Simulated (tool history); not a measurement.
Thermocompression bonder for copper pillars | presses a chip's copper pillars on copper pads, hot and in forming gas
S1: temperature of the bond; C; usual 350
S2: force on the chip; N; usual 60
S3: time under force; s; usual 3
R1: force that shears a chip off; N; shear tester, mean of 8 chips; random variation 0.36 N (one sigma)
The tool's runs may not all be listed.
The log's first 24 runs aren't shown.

{"run": 25, "hour": 1495.2, "S1": 369, "S2": 83, "S3": 8, "R1": 90.4}
{"run": 26, "hour": 1560.5, "S1": 369, "S2": 83, "S3": 8, "R1": 91.0}
{"run": 27, "hour": 1606.1, "S1": 369, "S2": 83, "S3": 8, "R1": 90.2}
{"run": 28, "hour": 1650.8, "S1": 376, "S2": 60, "S3": 3, "R1": 67.4}
{"hour": 1724.3, "done": "forming gas filter changed"}
{"run": 29, "hour": 1739.3, "S1": 367, "S2": 42, "S3": 4, "R1": 59.6}
{"hour": 1770.3, "done": "heater calibrated with a thermocouple chip, once more"}
{"run": 30, "hour": 1826.1, "S1": 365, "S2": 60, "S3": 3, "R1": 66.9}
{"run": 31, "hour": 1881.1, "S1": 324, "S2": 48, "S3": 3, "R1": 45.8}
{"run": 32, "hour": 1927.2, "S1": 324, "S2": 48, "S3": 3, "R1": 45.6}
{"run": 33, "hour": 1965.2, "S1": 370, "S2": 53, "S3": 5, "R1": 75.8}
{"run": 34, "hour": 2012.5, "S1": 321, "S2": 60, "S3": 3, "R1": 51.3}
{"run": 35, "hour": 2068.0, "S1": 332, "S2": 60, "S3": 3, "R1": 55.4}
{"run": 36, "hour": 2141.2, "S1": 321, "S2": 83, "S3": 2, "R1": 54.1}
{"run": 37, "hour": 2186.0, "S1": 321, "S2": 83, "S3": 2, "R1": 53.7}
{"run": 38, "hour": 2262.9, "S1": 368, "S2": 43, "S3": 3, "R1": 57.3}

The next listed run, before its measurement:
{"run": 39, "hour": 2316.5, "S1": 368, "S2": 43, "S3": 3, "R1": "?"}

R1: 56.9 N
Without the tool's hidden state the same run would have given R1 56.7 N.
